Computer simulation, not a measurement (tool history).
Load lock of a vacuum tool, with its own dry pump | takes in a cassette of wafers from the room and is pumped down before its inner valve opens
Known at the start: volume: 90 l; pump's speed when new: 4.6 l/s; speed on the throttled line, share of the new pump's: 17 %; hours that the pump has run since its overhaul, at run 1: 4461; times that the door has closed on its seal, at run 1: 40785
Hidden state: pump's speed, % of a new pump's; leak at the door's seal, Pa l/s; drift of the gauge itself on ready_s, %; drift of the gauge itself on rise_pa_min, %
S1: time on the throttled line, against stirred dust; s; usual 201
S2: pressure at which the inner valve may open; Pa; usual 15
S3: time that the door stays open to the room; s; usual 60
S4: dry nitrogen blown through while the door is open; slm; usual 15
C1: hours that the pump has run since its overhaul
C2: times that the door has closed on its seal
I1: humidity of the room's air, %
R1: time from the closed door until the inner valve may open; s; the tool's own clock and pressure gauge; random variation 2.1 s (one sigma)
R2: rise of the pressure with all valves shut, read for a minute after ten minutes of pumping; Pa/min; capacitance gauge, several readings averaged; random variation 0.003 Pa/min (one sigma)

{"run": 1, "hour": 0.0, "S1": 201, "S2": 15, "S3": 60, "S4": 15, "C1": 4461, "C2": 40785, "I1": 45.6, "R1": 335.5, "R2": 0.023}
{"run": 2, "hour": 500.0, "S1": 201, "S2": 15, "S3": 60, "S4": 15, "C1": 4961, "C2": 43034, "I1": 47.9, "R1": 339.6, "R2": 0.019}
{"run": 3, "hour": 1011.8, "S1": 201, "S2": 15, "S3": 60, "S4": 15, "C1": 5473, "C2": 45336, "I1": 44.2, "R1": 338.9, "R2": 0.019}
{"run": 4, "hour": 1227.3, "S1": 201, "S2": 19, "S3": 60, "S4": 15, "C1": 5688, "C2": 46306, "I1": 46, "R1": 336.6, "R2": 0.024}
{"run": 5, "hour": 1572.4, "S1": 201, "S2": 19, "S3": 60, "S4": 15, "C1": 6033, "C2": 47858, "I1": 46.7, "R1": 332.5, "R2": 0.023}
{"run": 6, "hour": 1805.6, "S1": 201, "S2": 18, "S3": 60, "S4": 15, "C1": 6267, "C2": 48907, "I1": 44.1, "R1": 332.2, "R2": 0.024}
{"run": 7, "hour": 2151.6, "S1": 201, "S2": 18, "S3": 60, "S4": 15, "C1": 6613, "C2": 50463, "I1": 44.7, "R1": 335.3, "R2": 0.022}
{"run": 8, "hour": 2576.6, "S1": 201, "S2": 18, "S3": 60, "S4": 15, "C1": 7038, "C2": 52375, "I1": 44.5, "R1": 335.4, "R2": 0.017}
{"run": 9, "hour": 2788.8, "S1": 201, "S2": 18, "S3": 60, "S4": 15, "C1": 7250, "C2": 53329, "I1": 44, "R1": 334.5, "R2": 0.018}
{"run": 10, "hour": 3117.8, "S1": 201, "S2": 12, "S3": 60, "S4": 15, "C1": 7579, "C2": 54809, "I1": 44.3, "R1": 340.2, "R2": 0.019}
{"run": 11, "hour": 3520.6, "S1": 201, "S2": 15, "S3": 60, "S4": 15, "C1": 7982, "C2": 56621, "I1": 47.1, "R1": 341.4, "R2": 0.018}
{"run": 12, "hour": 3895.9, "S1": 201, "S2": 15, "S3": 60, "S4": 15, "C1": 8357, "C2": 58309, "I1": 47.6, "R1": 337.1, "R2": 0.02}
{"run": 13, "hour": 4256.8, "S1": 201, "S2": 15, "S3": 60, "S4": 15, "C1": 8718, "C2": 59932, "I1": 43.4, "R1": 336.9, "R2": 0.02}
{"hour": 4647.9, "done": "door's seal changed, seat wiped"}
{"run": 14, "hour": 4755.3, "S1": 201, "S2": 15, "S3": 60, "S4": 15, "C1": 9215, "C2": 483, "I1": 47.7, "R1": 337.3, "R2": 0.025}
{"run": 15, "hour": 5229.7, "S1": 201, "S2": 15, "S3": 60, "S4": 4, "C1": 9689, "C2": 2617, "I1": 50.2, "R1": 344.5, "R2": 0.043}
{"run": 16, "hour": 5520.0, "S1": 201, "S2": 15, "S3": 60, "S4": 4, "C1": 9980, "C2": 3923, "I1": 44.6, "R1": 338.8, "R2": 0.043}

Run 17 comes next. What will it give?
{"hour": 5665.6, "done": "dry pump taken out, an overhauled one fitted"}
{"run": 17, "hour": 5772.8, "S1": 160, "S2": 14, "S3": 43, "S4": 4, "C1": 107, "C2": 5032, "I1": 44, "R1": "?", "R2": "?"}

{"run 17": {"R1": 301.6, "R2": 0.028}}
Without the tool's hidden state the same run would have given R1 301.6 s, R2 0.028 Pa/min.
